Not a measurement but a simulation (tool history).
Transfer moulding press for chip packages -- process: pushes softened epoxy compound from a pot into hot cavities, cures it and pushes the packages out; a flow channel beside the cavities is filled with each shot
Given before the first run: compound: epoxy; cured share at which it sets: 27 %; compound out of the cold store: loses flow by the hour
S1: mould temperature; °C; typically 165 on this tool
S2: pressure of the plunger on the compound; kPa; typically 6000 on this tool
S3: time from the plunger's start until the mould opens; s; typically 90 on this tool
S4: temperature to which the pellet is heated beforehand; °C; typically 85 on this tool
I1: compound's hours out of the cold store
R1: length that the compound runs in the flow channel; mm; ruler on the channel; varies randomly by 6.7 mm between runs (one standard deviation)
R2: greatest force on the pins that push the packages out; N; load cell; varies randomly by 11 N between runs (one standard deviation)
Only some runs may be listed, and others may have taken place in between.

run    day   S1    S2   S3  S4    I1   R1   R2
  1      0  165  6000   90  85  19.4  856  512
  2  0.446  165  5920   90  85  25.2  818  556
  3  0.775  165  5920   90  85   8.3  943  614
  4  1.225  165  5920   90  85  14.7  893  634
  5  1.562  165  5920   90  85    40  726  623
  6  1.908  165  5920   90  85  47.8  672  668
     2.325  -- cavities cleaned with cleaning compound and waxed
  7  2.458  165  5920   90  85  45.8  686  520
  8  2.804  165  6000   81  85  16.1  869  676
  9  3.246  165  6000   90  85  22.6  826  602
 10  3.762  165  6000   90  85  19.7  853  657
 11   4.25  165  6000   90  85  15.1  873  653
 12  4.488  165  6000   90  85  28.6  785  686
     4.633  -- cavities cleaned with cleaning compound and waxed
 13  4.996  165  6000   90  85    45  680  526
 14  5.325  165  6000   90  85  24.5  803  596
 15  5.742  168  6070  104  86  27.2  789  548

For run 16, what comes out?
 16  5.988  162  7010  96  86  39.7   ?   ?

Run 16 produced R1 768 mm, R2 640 N.
Minus the tool's unlogged condition, the same run would have read R1 854 mm, R2 507 N.

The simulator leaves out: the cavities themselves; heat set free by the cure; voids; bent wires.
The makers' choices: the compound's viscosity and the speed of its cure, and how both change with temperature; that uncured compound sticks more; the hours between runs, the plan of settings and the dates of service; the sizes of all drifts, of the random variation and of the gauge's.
